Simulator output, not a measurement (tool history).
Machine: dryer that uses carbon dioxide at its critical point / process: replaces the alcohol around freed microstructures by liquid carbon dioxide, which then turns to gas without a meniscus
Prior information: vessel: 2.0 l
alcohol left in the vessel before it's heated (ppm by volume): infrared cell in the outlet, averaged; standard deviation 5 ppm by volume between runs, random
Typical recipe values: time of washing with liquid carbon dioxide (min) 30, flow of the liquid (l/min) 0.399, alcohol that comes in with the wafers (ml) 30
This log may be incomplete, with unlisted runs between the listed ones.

run,day,time of washing with liquid carbon dioxide (min),flow of the liquid (l/min),alcohol that comes in with the wafers (ml),alcohol left in the vessel before it's heated (ppm by volume)
1,0.000,30,0.399,30,114
2,0.392,30,0.504,30,68
3,0.708,30,0.504,30,81
4,0.900,30,0.504,30,88
5,1.192,30,0.504,30,77
6,1.379,30,0.504,30,78
7,1.788,30,0.504,30,77
8,2.129,30,0.504,30,83
9,2.467,30,0.504,41,88
10,2.821,30,0.504,56,99
11,3.212,30,0.676,30,72
12,3.508,30,0.676,27,87
13,3.800,30,0.676,27,82
14,4.104,30,0.399,93,311
15,4.492,30,0.399,93,324
16,4.754,30,0.399,93,330
17,5.067,38,0.421,30,82
18,5.358,32,0.417,113,255
19,5.738,32,0.417,113,256
20,6.062,32,0.417,113,261
21,6.379,30,0.399,21,148
22,6.692,40,0.364,92,196
23,7.038,30,0.399,85,351
24,7.204,30,0.254,110,2508
25,7.458,32,0.399,30,162
# day 7.704: inlet filter changed
26,7.825,32,0.399,30,117
27,8.083,32,0.399,30,111
28,8.421,32,0.399,30,122
29,8.683,27,0.386,34,206

Estimate the outcome of run 30 from the log above:
30,9.021,30,0.399,65,?

alcohol left in the vessel before it's heated (ppm by volume): 195
Minus the tool's unlogged condition, the same run would have read alcohol left in the vessel before it's heated (ppm by volume) 94.
